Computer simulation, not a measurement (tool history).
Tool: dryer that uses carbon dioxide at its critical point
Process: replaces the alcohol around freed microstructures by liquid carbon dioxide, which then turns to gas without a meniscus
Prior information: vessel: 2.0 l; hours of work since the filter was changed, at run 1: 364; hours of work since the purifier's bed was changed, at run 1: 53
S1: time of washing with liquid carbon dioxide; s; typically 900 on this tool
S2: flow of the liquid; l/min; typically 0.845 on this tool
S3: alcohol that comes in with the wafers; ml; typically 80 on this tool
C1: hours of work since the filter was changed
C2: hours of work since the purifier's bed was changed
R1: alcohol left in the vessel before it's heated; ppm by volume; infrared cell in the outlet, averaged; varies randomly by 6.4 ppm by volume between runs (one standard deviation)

| run | hour | S1 | S2 | S3 | C1 | C2 | R1 |
|---|---|---|---|---|---|---|---|
| 1 | 0.0 | 900 | 0.845 | 80 | 364 | 53 | 369 |
| 2 | 9.6 | 900 | 0.845 | 80 | 368 | 57 | 360 |
| 3 | 26.9 | 900 | 0.845 | 36 | 376 | 65 | 167 |
| 4 | 41.4 | 900 | 0.845 | 36 | 383 | 72 | 175 |
| 5 | 54.5 | 900 | 0.845 | 36 | 389 | 78 | 178 |
| 6 | 68.2 | 960 | 0.878 | 36 | 395 | 85 | 106 |
| 7 | 84.6 | 600 | 0.956 | 38 | 403 | 92 | 543 |
| 8 | 102.4 | 1020 | 0.702 | 79 | 411 | 101 | 489 |
| 9 | 115.3 | 1020 | 0.702 | 79 | 417 | 107 | 475 |
| 10 | 130.0 | 900 | 0.845 | 89 | 424 | 113 | 425 |

Below are 5 alternative next runs, each starting from the tool's condition after run 10. Predict each:
| A | 138.0 | 1140 | 0.935 | 83 | 428 | 117 | ? |
| B | 138.0 | 1080 | 0.933 | 56 | 428 | 117 | ? |
| C | 138.0 | 900 | 0.876 | 88 | 428 | 117 | ? |
| D | 138.0 | 900 | 0.938 | 80 | 428 | 117 | ? |
| E | 138.0 | 1140 | 0.527 | 38 | 428 | 117 | ? |

| run | R1 |
|---|---|
| A | 68 |
| B | 69 |
| C | 350 |
| D | 223 |
| E | 467 |
Had the tool no hidden state, the same runs would have come out as:
| run | R1 |
|---|---|
| A | 38 |
| B | 40 |
| C | 246 |
| D | 152 |
| E | 358 |
